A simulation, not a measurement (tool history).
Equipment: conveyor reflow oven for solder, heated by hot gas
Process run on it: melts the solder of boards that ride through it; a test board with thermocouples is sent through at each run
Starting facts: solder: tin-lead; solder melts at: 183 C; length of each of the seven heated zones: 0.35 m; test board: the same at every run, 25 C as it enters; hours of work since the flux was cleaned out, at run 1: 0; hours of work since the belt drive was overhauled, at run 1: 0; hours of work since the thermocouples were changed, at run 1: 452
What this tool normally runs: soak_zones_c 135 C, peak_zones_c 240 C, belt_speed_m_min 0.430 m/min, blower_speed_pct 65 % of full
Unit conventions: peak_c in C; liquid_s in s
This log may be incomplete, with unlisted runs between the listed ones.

run   hour  soak_zones_c  peak_zones_c  belt_speed_m_min  blower_speed_pct  hours of work since the flux was cleaned out  hours of work since the belt drive was overhauled  hours of work since the thermocouples were changed  peak_c  liquid_s
  1    0.0           135           240             0.430                65                                             0                                                  0                                                 452   219.6      73.4
  2   28.2           135           240             0.430                65                                            20                                                 20                                                 472   219.4      72.8
  3   47.5           135           229             0.430                65                                            34                                                 34                                                 486   210.3      62.8
  4   74.1           135           240             0.430                65                                            53                                                 53                                                 505   219.3      72.5
  5   93.5           135           243             0.430                65                                            67                                                 67                                                 519   221.1      75.4
  6  111.7           135           243             0.430                65                                            80                                                 80                                                 532   221.3      75.5
  7  133.6           135           243             0.430                65                                            95                                                 95                                                 547   220.8      74.6
  8  150.9           135           240             0.430                65                                           108                                                108                                                 560   218.8      71.8
  9  187.0           135           252             0.430                65                                           133                                                133                                                 585   228.5      81.5
 10  217.1           142           252             0.430                65                                           155                                                155                                                 607   230.2      85.2
 11  254.5           135           240             0.430                89                                           182                                                182                                                 633   223.5      77.2
 12  284.6           135           240             0.430                65                                           203                                                203                                                 655   217.9      72.6
 13  322.4           135           240             0.430                65                                           230                                                230                                                 682   217.5      71.0
     328.8  -- belt drive overhauled, speed set with a stopwatch
 14  343.2           135           240             0.430                65                                           242                                                 10                                                 694   218.0      71.4
 15  370.3           135           240             0.430                65                                           261                                                 30                                                 713   217.6      71.2
 16  391.0           126           249             0.430                57                                           276                                                 44                                                 728   220.1      70.1
     405.0  -- flux residue cleaned out of gas plates and filters
 17  427.7           135           230             0.395                65                                            16                                                 67                                                 750   215.5      77.0
 18  461.3           130           250             0.430                54                                            40                                                 91                                                 774   223.4      75.4
     492.5  -- belt drive overhauled, speed set with a stopwatch, once more
 19  499.9           150           239             0.403                71                                            65                                                  5                                                 799   225.0      91.6
 20  524.8           150           255             0.403                54                                            83                                                 23                                                 817   234.7      99.0
 21  543.8           135           249             0.378                65                                            96                                                 37                                                 830   232.4      95.7
 22  569.3           141           239             0.430                86                                           114                                                 55                                                 849   223.9      80.4
 23  593.8           129           231             0.361                53                                           132                                                 72                                                 866   213.0      77.1
 24  609.9           129           231             0.361                53                                           143                                                 84                                                 878   212.8      76.8
 25  634.9           129           231             0.361                53                                           161                                                102                                                 895   212.5      76.7
 26  655.9           129           231             0.478                76                                           176                                                117                                                 910   208.8      51.8

Run 27 comes next. What will it give?
 27  681.0           135           240             0.430                77                                           194                                                134                                                 928       ?         ?

Run 27 came out at peak_c 221.4 C, liquid_s 75.2 s.
Without the tool's hidden state the same run would have given peak_c 222.4 C, liquid_s 76.2 s.

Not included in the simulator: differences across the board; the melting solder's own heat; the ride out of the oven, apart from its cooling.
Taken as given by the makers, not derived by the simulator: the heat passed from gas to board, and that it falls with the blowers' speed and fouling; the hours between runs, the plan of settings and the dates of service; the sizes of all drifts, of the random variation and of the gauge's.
